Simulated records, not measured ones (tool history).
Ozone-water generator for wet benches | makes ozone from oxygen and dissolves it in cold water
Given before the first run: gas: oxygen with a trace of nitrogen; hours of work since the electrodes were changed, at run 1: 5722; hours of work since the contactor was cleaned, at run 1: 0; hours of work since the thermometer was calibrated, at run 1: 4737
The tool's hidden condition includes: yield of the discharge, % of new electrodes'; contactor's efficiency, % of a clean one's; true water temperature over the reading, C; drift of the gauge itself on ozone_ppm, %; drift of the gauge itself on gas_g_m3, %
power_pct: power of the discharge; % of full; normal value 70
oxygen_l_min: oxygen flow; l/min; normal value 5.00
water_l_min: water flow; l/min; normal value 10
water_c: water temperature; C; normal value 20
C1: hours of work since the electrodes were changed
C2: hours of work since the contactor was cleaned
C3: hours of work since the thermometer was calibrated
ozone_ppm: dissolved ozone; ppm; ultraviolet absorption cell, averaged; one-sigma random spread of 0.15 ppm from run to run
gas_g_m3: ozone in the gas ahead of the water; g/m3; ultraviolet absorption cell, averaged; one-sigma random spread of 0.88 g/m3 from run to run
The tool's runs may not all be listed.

run 1 hour=0.0 | power_pct=70 oxygen_l_min=5.00 water_l_min=10 water_c=20 | C1=5722 C2=0 C3=4737 | ozone_ppm=18.8 gas_g_m3=144.5
run 2 hour=120.8 | power_pct=70 oxygen_l_min=5.00 water_l_min=10 water_c=20 | C1=5824 C2=102 C3=4839 | ozone_ppm=18.7 gas_g_m3=145.9
run 3 hour=235.5 | power_pct=70 oxygen_l_min=5.00 water_l_min=10 water_c=19 | C1=5921 C2=199 C3=4936 | ozone_ppm=19.2 gas_g_m3=147.1
run 4 hour=344.6 | power_pct=70 oxygen_l_min=5.00 water_l_min=10 water_c=19 | C1=6013 C2=291 C3=5028 | ozone_ppm=19.1 gas_g_m3=146.2
run 5 hour=470.8 | power_pct=70 oxygen_l_min=5.00 water_l_min=10 water_c=19 | C1=6120 C2=397 C3=5134 | ozone_ppm=19.1 gas_g_m3=146.8
run 6 hour=615.4 | power_pct=70 oxygen_l_min=5.00 water_l_min=12 water_c=20 | C1=6242 C2=519 C3=5256 | ozone_ppm=16.4 gas_g_m3=145.2
run 7 hour=733.0 | power_pct=70 oxygen_l_min=5.00 water_l_min=10 water_c=20 | C1=6341 C2=619 C3=5356 | ozone_ppm=18.7 gas_g_m3=144.6
-- hour=750.1 water thermometer calibrated
run 8 hour=903.5 | power_pct=70 oxygen_l_min=5.00 water_l_min=10 water_c=20 | C1=6484 C2=762 C3=129 | ozone_ppm=18.7 gas_g_m3=145.9
run 9 hour=1071.6 | power_pct=70 oxygen_l_min=5.00 water_l_min=10 water_c=20 | C1=6626 C2=904 C3=271 | ozone_ppm=18.5 gas_g_m3=145.4
run 10 hour=1197.1 | power_pct=70 oxygen_l_min=5.00 water_l_min=10 water_c=20 | C1=6732 C2=1010 C3=377 | ozone_ppm=18.6 gas_g_m3=146.1
run 11 hour=1354.1 | power_pct=70 oxygen_l_min=5.00 water_l_min=15 water_c=20 | C1=6865 C2=1142 C3=510 | ozone_ppm=13.7 gas_g_m3=146.5
run 12 hour=1525.3 | power_pct=70 oxygen_l_min=5.00 water_l_min=10 water_c=20 | C1=7009 C2=1287 C3=654 | ozone_ppm=18.9 gas_g_m3=146.7
run 13 hour=1681.0 | power_pct=70 oxygen_l_min=5.00 water_l_min=10 water_c=20 | C1=7141 C2=1418 C3=786 | ozone_ppm=18.7 gas_g_m3=144.4
run 14 hour=1754.9 | power_pct=70 oxygen_l_min=5.00 water_l_min=10 water_c=20 | C1=7203 C2=1481 C3=848 | ozone_ppm=18.3 gas_g_m3=146.4
run 15 hour=1865.3 | power_pct=70 oxygen_l_min=5.00 water_l_min=10 water_c=20 | C1=7296 C2=1574 C3=941 | ozone_ppm=18.6 gas_g_m3=145.6
run 16 hour=2024.8 | power_pct=70 oxygen_l_min=5.00 water_l_min=10 water_c=20 | C1=7431 C2=1708 C3=1076 | ozone_ppm=18.5 gas_g_m3=145.9
run 17 hour=2185.3 | power_pct=70 oxygen_l_min=5.00 water_l_min=10 water_c=20 | C1=7566 C2=1844 C3=1211 | ozone_ppm=18.7 gas_g_m3=144.8
run 18 hour=2311.2 | power_pct=41 oxygen_l_min=4.94 water_l_min=10 water_c=16 | C1=7672 C2=1950 C3=1317 | ozone_ppm=13.2 gas_g_m3=94.7
run 19 hour=2416.3 | power_pct=54 oxygen_l_min=4.94 water_l_min=6 water_c=16 | C1=7761 C2=2039 C3=1406 | ozone_ppm=22.7 gas_g_m3=119.0
run 20 hour=2561.0 | power_pct=62 oxygen_l_min=4.94 water_l_min=6 water_c=28 | C1=7883 C2=2161 C3=1528 | ozone_ppm=18.7 gas_g_m3=132.5
run 21 hour=2645.3 | power_pct=62 oxygen_l_min=4.94 water_l_min=6 water_c=28 | C1=7954 C2=2232 C3=1599 | ozone_ppm=18.6 gas_g_m3=131.5
run 22 hour=2779.4 | power_pct=65 oxygen_l_min=5.00 water_l_min=7 water_c=13 | C1=8068 C2=2345 C3=1713 | ozone_ppm=25.5 gas_g_m3=135.9
run 23 hour=2866.7 | power_pct=65 oxygen_l_min=4.26 water_l_min=13 water_c=13 | C1=8141 C2=2419 C3=1786 | ozone_ppm=16.2 gas_g_m3=146.6
run 24 hour=2970.3 | power_pct=50 oxygen_l_min=5.00 water_l_min=7 water_c=21 | C1=8229 C2=2506 C3=1874 | ozone_ppm=17.3 gas_g_m3=110.4
run 25 hour=3050.3 | power_pct=50 oxygen_l_min=5.00 water_l_min=7 water_c=21 | C1=8296 C2=2574 C3=1941 | ozone_ppm=17.3 gas_g_m3=110.2
run 26 hour=3134.7 | power_pct=43 oxygen_l_min=8.96 water_l_min=7 water_c=20 | C1=8367 C2=2645 C3=2012 | ozone_ppm=13.7 gas_g_m3=74.9

Run 27 is up next; what results do you expect?
run 27 hour=3280.0 | power_pct=43 oxygen_l_min=8.96 water_l_min=7 water_c=20 | C1=8490 C2=2768 C3=2135 | ozone_ppm=? gas_g_m3=?

ozone_ppm: 13.8 ppm
gas_g_m3: 75.6 g/m3
If the tool had no hidden condition, the same run with the same run-to-run variation would have returned ozone_ppm 13.8 ppm, gas_g_m3 75.7 g/m3.

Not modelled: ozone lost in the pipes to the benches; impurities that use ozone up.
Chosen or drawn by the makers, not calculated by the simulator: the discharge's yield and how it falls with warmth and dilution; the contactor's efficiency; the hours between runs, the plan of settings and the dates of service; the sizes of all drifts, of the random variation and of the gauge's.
